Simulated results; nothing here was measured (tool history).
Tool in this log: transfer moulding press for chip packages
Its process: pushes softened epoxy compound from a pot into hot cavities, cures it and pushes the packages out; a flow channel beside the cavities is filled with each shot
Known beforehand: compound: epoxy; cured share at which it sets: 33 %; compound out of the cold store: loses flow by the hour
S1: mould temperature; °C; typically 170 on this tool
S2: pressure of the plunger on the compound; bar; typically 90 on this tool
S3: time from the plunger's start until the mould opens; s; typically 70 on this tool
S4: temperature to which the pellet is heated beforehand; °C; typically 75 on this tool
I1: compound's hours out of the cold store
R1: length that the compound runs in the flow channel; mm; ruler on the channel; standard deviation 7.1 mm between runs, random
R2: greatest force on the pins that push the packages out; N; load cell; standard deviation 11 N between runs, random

run	hour	S1	S2	S3	S4	I1	R1	R2
1	0	170	90	70	75	35.9	829	555
# hour 65.8: cavities cleaned with cleaning compound and waxed
2	65.8	170	90	70	74	36.2	832	552
# hour 104.7: plunger's sealing rings changed
# hour 142.2: cavities cleaned with cleaning compound and waxed
3	142.9	170	90	70	74	45.6	790	527
4	199.1	170	90	70	74	43.1	803	524
# hour 214.6: cavities cleaned with cleaning compound and waxed
5	281	170	90	70	74	47.3	792	532
# hour 289.1: cavities cleaned with cleaning compound and waxed
# hour 321.4: mould's thermocouples calibrated
6	327.7	170	90	70	74	32.9	835	546
# hour 363.5: cavities cleaned with cleaning compound and waxed
7	384.1	170	90	70	74	34.1	846	544
# hour 441: cavities cleaned with cleaning compound and waxed
8	459.7	170	90	70	74	30.7	857	568
9	496.8	170	90	70	74	17.1	898	560
# hour 511.1: plunger's sealing rings changed
# hour 519: cavities cleaned with cleaning compound and waxed
10	566.5	170	90	70	74	25.8	861	567
# hour 591.9: cavities cleaned with cleaning compound and waxed
11	654.9	170	90	70	74	14.1	908	596
# hour 667.6: cavities cleaned with cleaning compound and waxed
12	704.2	170	90	70	74	42.3	803	526
# hour 739.7: cavities cleaned with cleaning compound and waxed
13	751.5	170	90	70	74	16	909	570
# hour 814.7: cavities cleaned with cleaning compound and waxed
14	836.6	174	68.8	86	73	27.2	742	340

Expected results for the next run?
15	882.3	166	90	70	73	8.6	?	?

R1: 954 mm
R2: 826 N
Without the tool's hidden state the same run would have given R1 954 mm, R2 820 N.
